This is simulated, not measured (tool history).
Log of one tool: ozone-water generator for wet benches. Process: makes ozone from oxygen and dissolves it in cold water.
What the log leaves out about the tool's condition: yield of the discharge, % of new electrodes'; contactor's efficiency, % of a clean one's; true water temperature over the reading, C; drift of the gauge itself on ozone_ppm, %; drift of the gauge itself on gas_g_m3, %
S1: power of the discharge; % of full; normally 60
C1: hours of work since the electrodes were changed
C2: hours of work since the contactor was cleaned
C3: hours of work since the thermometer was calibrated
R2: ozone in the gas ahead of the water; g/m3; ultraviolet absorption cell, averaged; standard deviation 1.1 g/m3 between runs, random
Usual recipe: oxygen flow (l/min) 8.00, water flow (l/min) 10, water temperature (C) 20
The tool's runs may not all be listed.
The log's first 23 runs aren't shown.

{"run": 24, "hour": 1344.0, "S1": 88, "oxygen flow (l/min)": 4.15, "water flow (l/min)": 6, "water temperature (C)": 20, "C1": 1431, "C2": 5774, "C3": 1818, "dissolved ozone (ppm)": 80.1, "R2": 416.4}
{"run": 25, "hour": 1381.9, "S1": 88, "oxygen flow (l/min)": 4.15, "water flow (l/min)": 6, "water temperature (C)": 20, "C1": 1455, "C2": 5799, "C3": 1843, "dissolved ozone (ppm)": 81.2, "R2": 422.2}
{"run": 26, "hour": 1442.7, "S1": 88, "oxygen flow (l/min)": 4.15, "water flow (l/min)": 15, "water temperature (C)": 24, "C1": 1495, "C2": 5839, "C3": 1883, "dissolved ozone (ppm)": 44.1, "R2": 416.9}
{"run": 27, "hour": 1505.9, "S1": 88, "oxygen flow (l/min)": 4.15, "water flow (l/min)": 15, "water temperature (C)": 24, "C1": 1536, "C2": 5880, "C3": 1924, "dissolved ozone (ppm)": 44.4, "R2": 417.3}
{"run": 28, "hour": 1564.2, "S1": 88, "oxygen flow (l/min)": 4.15, "water flow (l/min)": 15, "water temperature (C)": 24, "C1": 1574, "C2": 5917, "C3": 1962, "dissolved ozone (ppm)": 44.2, "R2": 421.7}
{"run": 29, "hour": 1650.7, "S1": 50, "oxygen flow (l/min)": 8.24, "water flow (l/min)": 10, "water temperature (C)": 28, "C1": 1630, "C2": 5974, "C3": 2018, "dissolved ozone (ppm)": 26.7, "R2": 171.0}
{"run": 30, "hour": 1726.1, "S1": 84, "oxygen flow (l/min)": 7.76, "water flow (l/min)": 13, "water temperature (C)": 13, "C1": 1679, "C2": 6023, "C3": 2067, "dissolved ozone (ppm)": 49.2, "R2": 267.9}
{"run": 31, "hour": 1798.9, "S1": 60, "oxygen flow (l/min)": 6.79, "water flow (l/min)": 14, "water temperature (C)": 20, "C1": 1726, "C2": 6070, "C3": 2114, "dissolved ozone (ppm)": 32.8, "R2": 229.5}
{"run": 32, "hour": 1860.2, "S1": 56, "oxygen flow (l/min)": 4.74, "water flow (l/min)": 9, "water temperature (C)": 20, "C1": 1766, "C2": 6110, "C3": 2154, "dissolved ozone (ppm)": 44.2, "R2": 275.2}
{"run": 33, "hour": 1947.0, "S1": 83, "oxygen flow (l/min)": 11.68, "water flow (l/min)": 7, "water temperature (C)": 20, "C1": 1823, "C2": 6166, "C3": 2210, "dissolved ozone (ppm)": 45.3, "R2": 201.7}

What if the next run were any one of these 4? Each begins from the tool's condition after run 33:
{"run": "A", "hour": 1994.5, "S1": 95, "oxygen flow (l/min)": 4.46, "water flow (l/min)": 7, "water temperature (C)": 12, "C1": 1853, "C2": 6197, "C3": 2241, "dissolved ozone (ppm)": "?", "R2": "?"}
{"run": "B", "hour": 1994.5, "S1": 83, "oxygen flow (l/min)": 11.68, "water flow (l/min)": 16, "water temperature (C)": 21, "C1": 1853, "C2": 6197, "C3": 2241, "dissolved ozone (ppm)": "?", "R2": "?"}
{"run": "C", "hour": 1994.5, "S1": 83, "oxygen flow (l/min)": 11.57, "water flow (l/min)": 7, "water temperature (C)": 21, "C1": 1853, "C2": 6197, "C3": 2241, "dissolved ozone (ppm)": "?", "R2": "?"}
{"run": "D", "hour": 1994.5, "S1": 58, "oxygen flow (l/min)": 10.58, "water flow (l/min)": 7, "water temperature (C)": 19, "C1": 1853, "C2": 6197, "C3": 2241, "dissolved ozone (ppm)": "?", "R2": "?"}

run=A dissolved_ozone_(ppm)=90.6 R2=433.0
run=B dissolved_ozone_(ppm)=31.6 R2=203.8
run=C dissolved_ozone_(ppm)=44.4 R2=206.0
run=D dissolved_ozone_(ppm)=37.3 R2=165.4
The same runs, with their run-to-run variation unchanged, on a tool lacking any hidden condition would have given:
run=A dissolved_ozone_(ppm)=90.8 R2=418.1
run=B dissolved_ozone_(ppm)=31.6 R2=196.8
run=C dissolved_ozone_(ppm)=44.5 R2=199.0
run=D dissolved_ozone_(ppm)=37.4 R2=159.7
